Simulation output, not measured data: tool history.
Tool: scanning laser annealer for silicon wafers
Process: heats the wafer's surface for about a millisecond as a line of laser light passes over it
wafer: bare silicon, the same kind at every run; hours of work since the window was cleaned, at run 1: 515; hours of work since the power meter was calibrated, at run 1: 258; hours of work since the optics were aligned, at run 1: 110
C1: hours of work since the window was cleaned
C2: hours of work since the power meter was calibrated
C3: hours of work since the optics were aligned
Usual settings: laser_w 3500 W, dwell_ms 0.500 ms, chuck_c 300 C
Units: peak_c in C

run 1 hour=0.0 | laser_w=3500 dwell_ms=0.500 chuck_c=300 | C1=515 C2=258 C3=110 | peak_c=1015
run 2 hour=9.4 | laser_w=3500 dwell_ms=0.500 chuck_c=300 | C1=522 C2=266 C3=117 | peak_c=1012
run 3 hour=16.8 | laser_w=3500 dwell_ms=0.500 chuck_c=300 | C1=528 C2=271 C3=122 | peak_c=1011
run 4 hour=22.5 | laser_w=3500 dwell_ms=0.500 chuck_c=300 | C1=532 C2=276 C3=127 | peak_c=1013
run 5 hour=29.6 | laser_w=3500 dwell_ms=0.500 chuck_c=300 | C1=537 C2=281 C3=132 | peak_c=1011
run 6 hour=37.6 | laser_w=3500 dwell_ms=0.493 chuck_c=300 | C1=543 C2=287 C3=138 | peak_c=1007

Forecast run 7:
run 7 hour=45.9 | laser_w=3463 dwell_ms=0.614 chuck_c=320 | C1=550 C2=293 C3=144 | peak_c=?

{"run 7": {"peak_c": 1112}}
Without the tool's hidden state the same run would have given peak_c 1153 C.

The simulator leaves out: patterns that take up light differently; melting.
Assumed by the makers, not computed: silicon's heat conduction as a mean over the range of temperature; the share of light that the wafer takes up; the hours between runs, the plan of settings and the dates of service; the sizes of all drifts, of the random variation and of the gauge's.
